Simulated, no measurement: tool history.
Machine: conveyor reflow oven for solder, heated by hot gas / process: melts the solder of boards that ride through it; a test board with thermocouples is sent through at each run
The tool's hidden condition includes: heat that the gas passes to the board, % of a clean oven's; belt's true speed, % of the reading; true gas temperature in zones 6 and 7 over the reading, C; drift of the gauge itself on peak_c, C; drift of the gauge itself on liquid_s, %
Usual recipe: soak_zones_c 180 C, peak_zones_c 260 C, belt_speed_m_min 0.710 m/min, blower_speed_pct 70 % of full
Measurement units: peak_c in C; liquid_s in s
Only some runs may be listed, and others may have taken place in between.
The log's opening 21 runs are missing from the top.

run,hour,soak_zones_c,peak_zones_c,belt_speed_m_min,blower_speed_pct,hours of work since the flux was cleaned out,hours of work since the belt drive was overhauled,hours of work since the thermocouples were changed,peak_c,liquid_s
22,1403.7,194,273,0.587,74,72,536,79,266.0,78.8
23,1483.7,194,273,0.587,74,134,599,142,265.4,78.4
24,1536.4,194,273,0.587,83,176,640,184,267.5,79.7
25,1613.1,185,273,0.768,79,236,700,244,259.6,54.0
# hour 1639.6: flux residue cleaned out of gas plates and filters
26,1695.2,186,255,0.705,79,44,761,305,246.9,53.6
# hour 1716.2: belt drive overhauled, speed set with a stopwatch
27,1735.0,169,255,0.705,79,72,15,333,244.1,44.8
28,1808.6,169,255,0.705,79,130,73,391,244.1,44.9
29,1886.3,186,255,0.705,55,191,134,452,239.8,45.1
30,1929.6,186,255,0.705,55,225,168,486,240.6,45.0
# hour 1968.1: flux residue cleaned out of gas plates and filters
31,1983.6,194,264,0.710,70,12,206,524,254.3,60.0

Branching from run 31: 3 alternative next runs. What would each branch give?
A,2051.8,189,260,0.710,70,66,260,578,?,?
B,2051.8,171,264,0.710,70,66,260,578,?,?
C,2051.8,172,254,0.710,75,66,260,578,?,?

run,peak_c,liquid_s
A,250.2,54.6
B,251.1,49.0
C,243.2,44.9
Take away the tool's hidden state, keep each run's random variation, and the runs would have read:
run,peak_c,liquid_s
A,249.3,54.0
B,250.2,48.5
C,242.3,44.2

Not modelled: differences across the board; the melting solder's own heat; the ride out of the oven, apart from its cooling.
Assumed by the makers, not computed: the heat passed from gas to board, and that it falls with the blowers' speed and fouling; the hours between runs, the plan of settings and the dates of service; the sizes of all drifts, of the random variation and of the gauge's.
